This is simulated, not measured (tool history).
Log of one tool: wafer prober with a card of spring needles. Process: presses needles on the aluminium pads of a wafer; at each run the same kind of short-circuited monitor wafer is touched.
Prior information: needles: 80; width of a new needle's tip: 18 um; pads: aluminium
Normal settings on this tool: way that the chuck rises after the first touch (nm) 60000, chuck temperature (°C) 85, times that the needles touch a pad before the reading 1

| run | hour | way that the chuck rises after the first touch (nm) | chuck temperature (°C) | times that the needles touch a pad before the reading | resistance of one needle with its contact and lead (mohm) | way that a needle slides on the pad (nm) |
|---|---|---|---|---|---|---|
| 1 | 0.0 | 60000 | 85 | 1 | 187 | 7320 |
|  | 5.8 | tips cleaned on abrasive film |
| 2 | 6.6 | 60000 | 85 | 1 | 184 | 7280 |
|  | 12.8 | tips cleaned on abrasive film |
|  | 19.2 | tips cleaned on abrasive film |
| 3 | 19.2 | 60000 | 85 | 1 | 184 | 7260 |
|  | 26.0 | tips cleaned on abrasive film |
| 4 | 29.6 | 60000 | 85 | 1 | 186 | 7270 |
|  | 33.1 | tips cleaned on abrasive film |
|  | 40.1 | tips cleaned on abrasive film |
| 5 | 42.4 | 60000 | 85 | 1 | 184 | 7240 |
|  | 47.3 | tips cleaned on abrasive film |
|  | 54.3 | tips cleaned on abrasive film |
| 6 | 54.6 | 60000 | 85 | 1 | 184 | 7260 |
|  | 60.8 | tips cleaned on abrasive film |
| 7 | 64.4 | 56000 | 85 | 1 | 189 | 6820 |
|  | 67.5 | tips cleaned on abrasive film |
|  | 74.7 | tips cleaned on abrasive film |
| 8 | 76.2 | 56000 | 85 | 1 | 185 | 6790 |
|  | 81.7 | tips cleaned on abrasive film |
| 9 | 82.8 | 60000 | 85 | 1 | 190 | 7340 |
|  | 88.1 | tips cleaned on abrasive film |
|  | 94.7 | tips cleaned on abrasive film |
| 10 | 94.7 | 60000 | 85 | 1 | 183 | 7320 |
| 11 | 100.7 | 64000 | 83 | 1 | 186 | 7850 |
|  | 101.8 | tips cleaned on abrasive film |
|  | 109.0 | tips cleaned on abrasive film |
| 12 | 110.6 | 46000 | 31 | 1 | 181 | 5560 |
|  | 116.3 | tips cleaned on abrasive film |
| 13 | 122.4 | 57000 | 75 | 2 | 184 | 6950 |
|  | 123.4 | tips cleaned on abrasive film |
|  | 130.0 | tips cleaned on abrasive film |
| 14 | 131.9 | 71000 | 31 | 1 | 170 | 8630 |
|  | 136.4 | tips cleaned on abrasive film |
|  | 138.1 | height of the first contact set anew |
|  | 143.4 | tips cleaned on abrasive film |
| 15 | 144.4 | 71000 | 31 | 1 | 173 | 8540 |
|  | 150.7 | tips cleaned on abrasive film |
| 16 | 153.0 | 59000 | 31 | 1 | 176 | 7160 |
|  | 157.9 | tips cleaned on abrasive film |
| 17 | 163.5 | 50000 | 31 | 1 | 180 | 6100 |
|  | 165.2 | tips cleaned on abrasive film |
| 18 | 171.0 | 50000 | 28 | 2 | 181 | 6050 |
|  | 171.9 | tips cleaned on abrasive film |
|  | 178.4 | tips cleaned on abrasive film |
| 19 | 184.6 | 76000 | 105 | 1 | 186 | 9200 |
|  | 185.5 | tips cleaned on abrasive film |
| 20 | 191.7 | 72000 | 35 | 1 | 176 | 8760 |

Here are 5 independent what-if runs from the current tool condition. What would each one return?
|  | 192.6 | tips cleaned on abrasive film |
|  | 199.6 | tips cleaned on abrasive film |
| A | 202.8 | 47000 | 100 | 1 | ? | ? |
|  | 192.6 | tips cleaned on abrasive film |
|  | 199.6 | tips cleaned on abrasive film |
| B | 202.8 | 60000 | 85 | 1 | ? | ? |
|  | 192.6 | tips cleaned on abrasive film |
|  | 199.6 | tips cleaned on abrasive film |
| C | 202.8 | 43000 | 85 | 1 | ? | ? |
|  | 192.6 | tips cleaned on abrasive film |
|  | 199.6 | tips cleaned on abrasive film |
| D | 202.8 | 60000 | 54 | 1 | ? | ? |
|  | 192.6 | tips cleaned on abrasive film |
|  | 199.6 | tips cleaned on abrasive film |
| E | 202.8 | 40000 | 120 | 2 | ? | ? |

| run | resistance of one needle with its contact and lead (mohm) | way that a needle slides on the pad (nm) |
|---|---|---|
| A | 196 | 5680 |
| B | 191 | 7220 |
| C | 193 | 5180 |
| D | 179 | 7290 |
| E | 206 | 4870 |
With the hidden condition removed and each run's random variation left untouched, the same runs would have given:
| run | resistance of one needle with its contact and lead (mohm) | way that a needle slides on the pad (nm) |
|---|---|---|
| A | 195 | 5680 |
| B | 191 | 7220 |
| C | 193 | 5180 |
| D | 178 | 7290 |
| E | 205 | 4870 |
